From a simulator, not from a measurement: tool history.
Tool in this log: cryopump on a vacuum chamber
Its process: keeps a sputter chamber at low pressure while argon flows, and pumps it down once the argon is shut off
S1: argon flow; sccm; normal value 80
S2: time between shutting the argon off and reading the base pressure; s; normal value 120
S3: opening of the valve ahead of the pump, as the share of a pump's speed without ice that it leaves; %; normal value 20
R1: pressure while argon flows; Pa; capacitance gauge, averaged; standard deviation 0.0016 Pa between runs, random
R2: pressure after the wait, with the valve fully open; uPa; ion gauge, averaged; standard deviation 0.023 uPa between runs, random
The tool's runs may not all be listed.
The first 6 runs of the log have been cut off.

{"run": 7, "day": 18.329, "S1": 80, "S2": 120, "S3": 54, "R1": 0.1832, "R2": 0.89}
{"run": 8, "day": 20.496, "S1": 80, "S2": 120, "S3": 54, "R1": 0.1843, "R2": 0.94}
{"run": 9, "day": 22.8, "S1": 62, "S2": 120, "S3": 54, "R1": 0.1434, "R2": 0.97}
{"run": 10, "day": 24.675, "S1": 80, "S2": 120, "S3": 20, "R1": 0.4738, "R2": 1.02}
{"day": 27.233, "done": "pump warmed up, emptied and cooled again"}
{"run": 11, "day": 27.379, "S1": 80, "S2": 120, "S3": 20, "R1": 0.4563, "R2": 0.96}
{"run": 12, "day": 30.204, "S1": 80, "S2": 120, "S3": 20, "R1": 0.4614, "R2": 1.02}
{"run": 13, "day": 34.283, "S1": 80, "S2": 120, "S3": 15, "R1": 0.6147, "R2": 1.04}
{"run": 14, "day": 38.858, "S1": 80, "S2": 120, "S3": 15, "R1": 0.6136, "R2": 1.06}
{"run": 15, "day": 41.079, "S1": 80, "S2": 120, "S3": 15, "R1": 0.6127, "R2": 1.05}
{"run": 16, "day": 44.033, "S1": 80, "S2": 120, "S3": 20, "R1": 0.461, "R2": 1.15}
{"run": 17, "day": 47.962, "S1": 80, "S2": 120, "S3": 20, "R1": 0.4631, "R2": 1.13}

Expected results for the next run?
{"run": 18, "day": 51.958, "S1": 80, "S2": 120, "S3": 20, "R1": "?", "R2": "?"}

{"run 18": {"R1": 0.4653, "R2": 1.2}}
Had the tool carried no hidden state, the very same run would have given R1 0.4567 Pa, R2 0.77 uPa.
